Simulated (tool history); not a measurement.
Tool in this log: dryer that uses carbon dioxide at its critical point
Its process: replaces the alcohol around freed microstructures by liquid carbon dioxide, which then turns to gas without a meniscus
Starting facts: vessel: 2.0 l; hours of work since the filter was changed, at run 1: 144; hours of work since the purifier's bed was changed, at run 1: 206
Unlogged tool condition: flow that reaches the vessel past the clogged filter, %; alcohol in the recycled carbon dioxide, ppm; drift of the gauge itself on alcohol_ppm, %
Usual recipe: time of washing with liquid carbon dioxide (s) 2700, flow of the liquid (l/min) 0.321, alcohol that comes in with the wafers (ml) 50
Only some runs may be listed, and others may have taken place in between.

run,day,time of washing with liquid carbon dioxide (s),flow of the liquid (l/min),alcohol that comes in with the wafers (ml),hours of work since the filter was changed,hours of work since the purifier's bed was changed,alcohol left in the vessel before it's heated (ppm by volume)
1,0.000,2700,0.321,50,144,206,127
2,0.329,2700,0.321,50,149,210,128
3,0.829,4200,0.321,50,155,217,81
4,1.354,2700,0.321,50,162,224,130
5,1.838,2700,0.321,50,169,231,131
6,2.271,2700,0.321,50,175,236,126
7,2.638,2700,0.321,50,180,241,152
8,3.108,2700,0.321,50,186,248,141
9,3.658,2700,0.321,50,194,255,144
10,4.275,2700,0.321,50,202,264,150
11,4.854,2700,0.321,50,210,271,148
12,5.296,2700,0.321,50,216,277,155
13,5.579,2700,0.321,50,220,281,169
14,6.017,1860,0.280,109,225,287,1489
15,6.646,3060,0.280,109,234,296,237
16,6.933,3060,0.280,109,238,299,241
17,7.571,3960,0.368,48,246,308,117
18,8.208,2700,0.293,48,255,317,199
19,8.558,1620,0.321,26,260,321,446
20,9.117,3420,0.321,26,267,329,124

3 ways to go on from here, each from the tool as it stands after run 20. What would each give?
A,9.562,2940,0.300,34,273,335,?
B,9.562,3420,0.231,55,273,335,?
C,9.562,4260,0.253,32,273,335,?

run,alcohol left in the vessel before it's heated (ppm by volume)
A,149
B,229
C,130
Had the tool no hidden state, the same runs would have come out as:
run,alcohol left in the vessel before it's heated (ppm by volume)
A,32
B,100
C,15
